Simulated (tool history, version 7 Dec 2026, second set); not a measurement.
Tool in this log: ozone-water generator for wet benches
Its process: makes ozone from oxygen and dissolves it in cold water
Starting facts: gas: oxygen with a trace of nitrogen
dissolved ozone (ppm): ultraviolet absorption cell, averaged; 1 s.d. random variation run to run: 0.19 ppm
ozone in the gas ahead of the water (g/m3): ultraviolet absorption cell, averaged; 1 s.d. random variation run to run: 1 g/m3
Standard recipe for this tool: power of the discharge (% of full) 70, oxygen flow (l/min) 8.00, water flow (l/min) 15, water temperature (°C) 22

run   hour  power of the discharge (% of full)  oxygen flow (l/min)  water flow (l/min)  water temperature (°C)  dissolved ozone (ppm)  ozone in the gas ahead of the water (g/m3)
  1    0.0                                  70                 8.00                  15                      22                   24.1                                       176.1
  2   15.5                                  70                 8.00                  15                      22                   24.7                                       177.2
  3   42.2                                  70                 8.00                  15                      22                   24.6                                       175.7
  4   69.2                                  70                 8.00                  15                      22                   24.5                                       175.0
  5   82.9                                  70                 8.00                  15                      22                   24.5                                       174.0
  6  108.2                                  70                 8.00                  15                      22                   24.6                                       174.9
  7  125.6                                  70                 8.00                  15                      22                   24.6                                       174.9
  8  152.5                                  70                 8.00                  15                      22                   24.5                                       176.6
  9  169.0                                  70                 8.00                  15                      22                   24.2                                       174.9
 10  199.6                                  47                 8.55                  15                      15                   22.1                                       134.2
 11  227.3                                  70                 5.72                  15                      22                   23.6                                       194.5
 12  246.1                                  56                 4.99                  20                      15                   18.1                                       173.7
 13  271.6                                  56                 4.99                  20                      15                   18.0                                       176.2
 14  290.2                                  52                 5.03                  10                      15                   28.3                                       167.6

Estimate the outcome of run 15 from the log above:
 15  321.3                                  93                 5.15                  13                      22                      ?                                           ?

{"run 15": {"dissolved ozone (ppm)": 30.5, "ozone in the gas ahead of the water (g/m3)": 242.7}}
The same run, on a tool lacking any hidden state, would have yielded dissolved ozone (ppm) 32.6, ozone in the gas ahead of the water (g/m3) 249.5.
